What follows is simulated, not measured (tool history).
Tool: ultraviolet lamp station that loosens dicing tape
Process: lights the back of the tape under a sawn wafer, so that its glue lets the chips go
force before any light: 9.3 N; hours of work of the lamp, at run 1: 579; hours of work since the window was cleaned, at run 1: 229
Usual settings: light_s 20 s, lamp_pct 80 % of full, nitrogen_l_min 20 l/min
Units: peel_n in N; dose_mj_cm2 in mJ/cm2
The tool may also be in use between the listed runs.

run     day  light_s  lamp_pct  nitrogen_l_min  hours of work of the lamp  hours of work since the window was cleaned  peel_n  dose_mj_cm2
  1       0       20        80              20                        579                                         229   1.516          389
  2   2.258       20        80              34                        608                                         258    1.09          376
  3   3.579       20        80              34                        625                                         275   1.206          371
  4   4.604       20        80              34                        638                                         288   1.202          368
  5   6.267       20        80              20                        660                                         309   1.796          358
  6   8.083       20        80              20                        683                                         333   1.826          350
  7   9.896       20        80              10                        706                                         356   2.806          338
  8  12.221       20        80              10                        736                                         386   2.925          322
     12.438  -- window cleaned of glue's vapour
  9  13.829       20        75              33                        757                                          18   1.885          292
 10  15.733       20        75              33                        781                                          42   1.879          280
 11  17.746       33        85              20                        807                                          68   0.977          512
 12  18.867       33        85              20                        822                                          83   0.985          500
 13  20.633       33        71              20                        844                                         105   1.424          403

Forecast each of these 5 alternatives for the next run:
  A  22.733       39        61              18                        871                                         132       ?            ?
  B  22.733       24        78              20                        871                                         132       ?            ?
  C  22.733       15        86              20                        871                                         132       ?            ?
  D  22.733       13        85              23                        871                                         132       ?            ?
  E  22.733       27        61              11                        871                                         132       ?            ?

run  peel_n  dose_mj_cm2
  A   1.562          399
  B   2.144          312
  C   3.164          216
  D   3.712          190
  E    3.41          275
Without the tool's hidden state the same runs would have given:
run  peel_n  dose_mj_cm2
  A   0.335          884
  B   0.499          692
  C   0.996          479
  D   1.277          417
  E   1.087          613
